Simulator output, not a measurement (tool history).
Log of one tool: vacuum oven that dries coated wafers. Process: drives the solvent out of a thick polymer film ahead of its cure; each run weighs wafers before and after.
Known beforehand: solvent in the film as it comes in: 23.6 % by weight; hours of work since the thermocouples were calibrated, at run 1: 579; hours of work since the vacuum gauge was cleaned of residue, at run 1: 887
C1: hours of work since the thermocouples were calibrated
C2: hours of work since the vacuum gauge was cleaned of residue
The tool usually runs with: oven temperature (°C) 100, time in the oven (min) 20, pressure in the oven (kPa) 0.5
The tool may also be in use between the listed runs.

Run 1, hour 0: usual settings; C1 579; C2 887. Result: solvent left in the film (%) 2.02.
Run 2, hour 35: usual settings; C1 600; C2 907. Result: solvent left in the film (%) 2.01.
Run 3, hour 73.2: usual settings but time in the oven (min) 12; C1 622; C2 929. Result: solvent left in the film (%) 4.1.
Run 4, hour 99.9: usual settings but time in the oven (min) 12; C1 638; C2 945. Result: solvent left in the film (%) 4.07.
Run 5, hour 131.9: usual settings but time in the oven (min) 12; C1 657; C2 964. Result: solvent left in the film (%) 4.08.
Run 6, hour 176.4: usual settings but time in the oven (min) 17; C1 683; C2 990. Result: solvent left in the film (%) 2.53.
Run 7, hour 205.2: usual settings but oven temperature (°C) 94; C1 700; C2 1007. Result: solvent left in the film (%) 3.82.
Run 8, hour 241: usual settings but oven temperature (°C) 94, time in the oven (min) 23; C1 721; C2 1028. Result: solvent left in the film (%) 3.24.
Run 9, hour 280.5: usual settings but oven temperature (°C) 94, time in the oven (min) 23; C1 744; C2 1051. Result: solvent left in the film (%) 3.24.
Run 10, hour 323: usual settings but oven temperature (°C) 94, time in the oven (min) 23; C1 769; C2 1076. Result: solvent left in the film (%) 3.25.
At hour 346.5: vacuum gauge cleaned of residue and calibrated.
Run 11, hour 368.1: usual settings but oven temperature (°C) 94, time in the oven (min) 23; C1 794; C2 13. Result: solvent left in the film (%) 2.56.
Run 12, hour 389.3: usual settings but oven temperature (°C) 94, time in the oven (min) 23; C1 807; C2 25. Result: solvent left in the film (%) 2.57.
Run 13, hour 421.1: usual settings but oven temperature (°C) 94, time in the oven (min) 18; C1 825; C2 44. Result: solvent left in the film (%) 3.79.
Run 14, hour 462.8: usual settings but oven temperature (°C) 94, time in the oven (min) 18; C1 850; C2 68. Result: solvent left in the film (%) 3.77.
Run 15, hour 487: usual settings but oven temperature (°C) 94, time in the oven (min) 34; C1 864; C2 82. Result: solvent left in the film (%) 1.35.
Run 16, hour 508.5: usual settings but oven temperature (°C) 94, time in the oven (min) 17; C1 876; C2 95. Result: solvent left in the film (%) 4.07.
Run 17, hour 557.2: usual settings but oven temperature (°C) 94, time in the oven (min) 17; C1 905; C2 123. Result: solvent left in the film (%) 4.15.
Run 18, hour 581.1: usual settings but oven temperature (°C) 94, time in the oven (min) 17; C1 919; C2 137. Result: solvent left in the film (%) 4.16.
Run 19, hour 627.1: usual settings; C1 946; C2 164. Result: solvent left in the film (%) 1.59.
Run 20, hour 671.5: usual settings; C1 972; C2 190. Result: solvent left in the film (%) 1.54.
Run 21, hour 706.3: usual settings; C1 992; C2 211. Result: solvent left in the film (%) 1.59.
Run 22, hour 741.2: usual settings; C1 1013; C2 231. Result: solvent left in the film (%) 1.57.
Run 23, hour 775.1: usual settings; C1 1033; C2 251. Result: solvent left in the film (%) 1.56.
At hour 779.1: oven's thermocouples calibrated.
Run 24, hour 808.2: usual settings; C1 17; C2 269. Result: solvent left in the film (%) 1.55.
Run 25, hour 846.7: usual settings; C1 40; C2 292. Result: solvent left in the film (%) 1.56.
Run 26, hour 867.9: usual settings but oven temperature (°C) 101, time in the oven (min) 28, pressure in the oven (kPa) 0.329; C1 52; C2 304. Result: solvent left in the film (%) 0.68.
Run 27, hour 888.6: usual settings but time in the oven (min) 33, pressure in the oven (kPa) 0.503; C1 64; C2 316. Result: solvent left in the film (%) 0.84.
Run 28, hour 935.4: usual settings but time in the oven (min) 21, pressure in the oven (kPa) 0.444; C1 92; C2 344. Result: solvent left in the film (%) 1.37.
At hour 954: oven's thermocouples calibrated, once more.
Run 29, hour 966.6: usual settings but oven temperature (°C) 110, pressure in the oven (kPa) 0.69; C1 7; C2 361. Result: solvent left in the film (%) 0.75.
Run 30, hour 992.7: usual settings but oven temperature (°C) 98, pressure in the oven (kPa) 0.76; C1 23; C2 376. Result: solvent left in the film (%) 2.59.
Run 31, hour 1013.9: usual settings but time in the oven (min) 29, pressure in the oven (kPa) 0.791; C1 35; C2 389. Result: solvent left in the film (%) 1.42.
Run 32, hour 1062.8: usual settings but time in the oven (min) 29, pressure in the oven (kPa) 0.791; C1 64; C2 417. Result: solvent left in the film (%) 1.43.
Run 33, hour 1094.7: usual settings but oven temperature (°C) 85, time in the oven (min) 29, pressure in the oven (kPa) 0.253; C1 82; C2 436. Result: solvent left in the film (%) 4.99.
Run 34, hour 1142.5: usual settings but oven temperature (°C) 113, time in the oven (min) 31, pressure in the oven (kPa) 1.227; C1 110; C2 464. Result: solvent left in the film (%) 1.09.
Run 35, hour 1183.9: usual settings but oven temperature (°C) 98, time in the oven (min) 31, pressure in the oven (kPa) 0.694; C1 135; C2 488. Result: solvent left in the film (%) 1.54.
Run 36, hour 1203.6: usual settings but oven temperature (°C) 98, time in the oven (min) 31, pressure in the oven (kPa) 0.694; C1 146; C2 500. Result: solvent left in the film (%) 1.5.
Run 37, hour 1229.7: usual settings but oven temperature (°C) 98, time in the oven (min) 13, pressure in the oven (kPa) 1.367; C1 162; C2 515. Result: solvent left in the film (%) 5.23.
Run 38, hour 1252.4: usual settings but time in the oven (min) 11, pressure in the oven (kPa) 0.713; C1 175; C2 528. Result: solvent left in the film (%) 4.56.
Run 39, hour 1279.5: usual settings but oven temperature (°C) 90, time in the oven (min) 22, pressure in the oven (kPa) 0.713; C1 191; C2 544. Result: solvent left in the film (%) 5.05.
Run 40, hour 1318.8: usual settings but time in the oven (min) 22; C1 214; C2 567. Result: solvent left in the film (%) 1.58.
Run 41, hour 1359.9: usual settings but oven temperature (°C) 88, time in the oven (min) 11; C1 238; C2 591. Result: solvent left in the film (%) 10.22.
Run 42, hour 1383.2: usual settings but oven temperature (°C) 110, time in the oven (min) 22; C1 251; C2 605. Result: solvent left in the film (%) 0.7.
Run 43, hour 1415.3: usual settings but oven temperature (°C) 110, time in the oven (min) 32, pressure in the oven (kPa) 0.926; C1 270; C2 624. Result: solvent left in the film (%) 1.03.
Run 44, hour 1451.8: usual settings but oven temperature (°C) 89, time in the oven (min) 21, pressure in the oven (kPa) 0.436; C1 292; C2 645. Result: solvent left in the film (%) 5.39.
Run 45, hour 1479.9: usual settings but oven temperature (°C) 89, time in the oven (min) 21, pressure in the oven (kPa) 0.436; C1 308; C2 662. Result: solvent left in the film (%) 5.36.
Run 46, hour 1518.8: usual settings but oven temperature (°C) 89, pressure in the oven (kPa) 0.472; C1 331; C2 684. Result: solvent left in the film (%) 5.72.
Run 47, hour 1558.3: usual settings but oven temperature (°C) 89, pressure in the oven (kPa) 0.472; C1 354; C2 708. Result: solvent left in the film (%) 5.77.

Each row is a separate what-if for the run after 47, all from the same tool condition, not one after another. Results?
Run A, hour 1582.8: usual settings but oven temperature (°C) 106, time in the oven (min) 23, pressure in the oven (kPa) 1.749; C1 368; C2 722. Result: solvent left in the film (%) ?.
Run B, hour 1582.8: usual settings but oven temperature (°C) 89, pressure in the oven (kPa) 1.329; C1 368; C2 722. Result: solvent left in the film (%) ?.
Run C, hour 1582.8: usual settings but oven temperature (°C) 93, time in the oven (min) 13, pressure in the oven (kPa) 0.778; C1 368; C2 722. Result: solvent left in the film (%) ?.

run  solvent left in the film (%)
  A                          2.12
  B                          6.94
  C                          6.93
What these runs would have given with no unlogged condition in the tool:
run  solvent left in the film (%)
  A                          1.85
  B                          6.62
  C                          6.69
